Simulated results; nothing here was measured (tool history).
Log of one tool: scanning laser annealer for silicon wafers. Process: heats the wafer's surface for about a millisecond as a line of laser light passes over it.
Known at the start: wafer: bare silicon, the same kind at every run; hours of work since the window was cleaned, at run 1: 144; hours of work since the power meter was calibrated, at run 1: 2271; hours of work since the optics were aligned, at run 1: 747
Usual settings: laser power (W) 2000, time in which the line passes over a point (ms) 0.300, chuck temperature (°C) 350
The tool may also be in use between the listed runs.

run,hour,laser power (W),time in which the line passes over a point (ms),chuck temperature (°C),hours of work since the window was cleaned,hours of work since the power meter was calibrated,hours of work since the optics were aligned,highest temperature of the surface (°C)
1,0.0,2000,0.300,350,144,2271,747,1096
2,49.4,2000,0.300,350,175,2303,778,1097
3,119.3,2000,0.300,338,220,2347,823,1082
4,197.7,2000,0.300,350,270,2397,873,1096
5,284.8,2000,0.300,350,325,2453,928,1093
6,331.1,2000,0.300,350,355,2482,958,1095
7,402.2,2000,0.300,324,400,2528,1003,1064
8,482.6,2000,0.300,350,451,2579,1055,1086
9,544.8,2000,0.300,335,491,2619,1094,1071
10,631.9,2000,0.278,350,547,2674,1150,1054
11,712.7,2000,0.278,350,598,2726,1201,1052
12,756.3,2000,0.300,350,626,2754,1229,1082
# hour 817.4: optics aligned, line set to its width
13,849.3,2000,0.300,350,682,2810,20,1085
14,928.9,2000,0.300,350,733,2860,71,1083
15,977.6,2179,0.254,379,764,2891,102,1108
16,1028.6,2179,0.254,379,797,2924,135,1110
17,1088.9,2004,0.221,364,835,2962,173,985
18,1162.3,2004,0.221,364,882,3009,220,984
# hour 1182.4: window over the wafer cleaned
19,1216.7,2004,0.221,364,22,3043,253,969
20,1287.5,1916,0.251,347,67,3088,299,960
21,1324.5,1916,0.251,347,91,3111,322,959
22,1380.8,1733,0.248,347,127,3147,358,897
# hour 1397.1: window over the wafer cleaned, once more
23,1431.2,1733,0.248,347,22,3178,389,936
24,1488.8,1719,0.290,333,58,3215,426,967
25,1543.2,1943,0.300,350,93,3250,460,1079
26,1618.7,1972,0.249,310,141,3298,509,976
27,1684.3,1972,0.249,310,183,3340,550,976
28,1761.5,2076,0.275,316,232,3389,600,1055

Some steps in highest temperature of the surface (°C) between neighbouring runs. How much of each would the tool show without its hidden state too (settings, what came in, random variation), and how much is left for the hidden state, with any gauge scatter that isn't in both results?
The hidden state here: light that passes the window, % of a clean one's; laser's true power over the reading, %; width of the line over the set one, %; drift of the gauge itself on peak_c, C.
Run 16 -> 17: laser power (W) 2179 -> 2004, time in which the line passes over a point (ms) 0.254 -> 0.221, chuck temperature (°C) 379 -> 364. highest temperature of the surface (°C) -125: hidden state +4, all else -129.
Run 18 -> 19: window over the wafer cleaned. highest temperature of the surface (°C) -15: hidden state -16, all else +1.
Run 22 -> 23: window over the wafer cleaned, once more. highest temperature of the surface (°C) +39: hidden state +40, all else -1.
Run 24 -> 25: laser power (W) 1719 -> 1943, time in which the line passes over a point (ms) 0.290 -> 0.300, chuck temperature (°C) 333 -> 350. highest temperature of the surface (°C) +112: hidden state -4, all else +116.
